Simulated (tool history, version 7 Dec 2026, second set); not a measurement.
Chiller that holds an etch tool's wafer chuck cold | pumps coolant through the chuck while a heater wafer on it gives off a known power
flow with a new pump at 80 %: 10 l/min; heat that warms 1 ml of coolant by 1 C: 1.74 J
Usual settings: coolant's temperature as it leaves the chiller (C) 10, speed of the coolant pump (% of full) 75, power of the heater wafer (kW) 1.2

run	hour	coolant's temperature as it leaves the chiller (C)	speed of the coolant pump (% of full)	power of the heater wafer (kW)	chuck's temperature once it has settled (C)	how much warmer the coolant comes back (C)
1	0	10	75	1.2	19.9	4.41
2	30.8	10	75	1.2	20.1	4.39
3	61.9	10	75	1.2	20.1	4.43
4	80.8	10	75	1.2	19.8	4.42
5	109.5	10	88	1.2	18.8	3.83
6	128.1	10	88	1.2	18.9	3.81
7	161.2	10	75	1.2	20	4.48
8	187.3	10	75	1.2	19.9	4.49
9	216.3	10	75	1.2	20	4.5
10	241	10	94	1.2	18.4	3.67
11	261.5	10	75	1.097	19	4.14
12	294.7	13	67	0.822	20.4	3.5
13	330.2	20	67	0.822	27.3	3.55
14	350.6	8	68	0.641	13.7	2.77
15	380.2	8	68	0.641	13.7	2.79

Forecast run 16:
16	398.1	8	68	0.641	?	?

Run 16 gave chuck's temperature once it has settled (C) 13.8, how much warmer the coolant comes back (C) 2.77.
Without the tool's hidden state the same run would have given chuck's temperature once it has settled (C) 13.8, how much warmer the coolant comes back (C) 2.57.
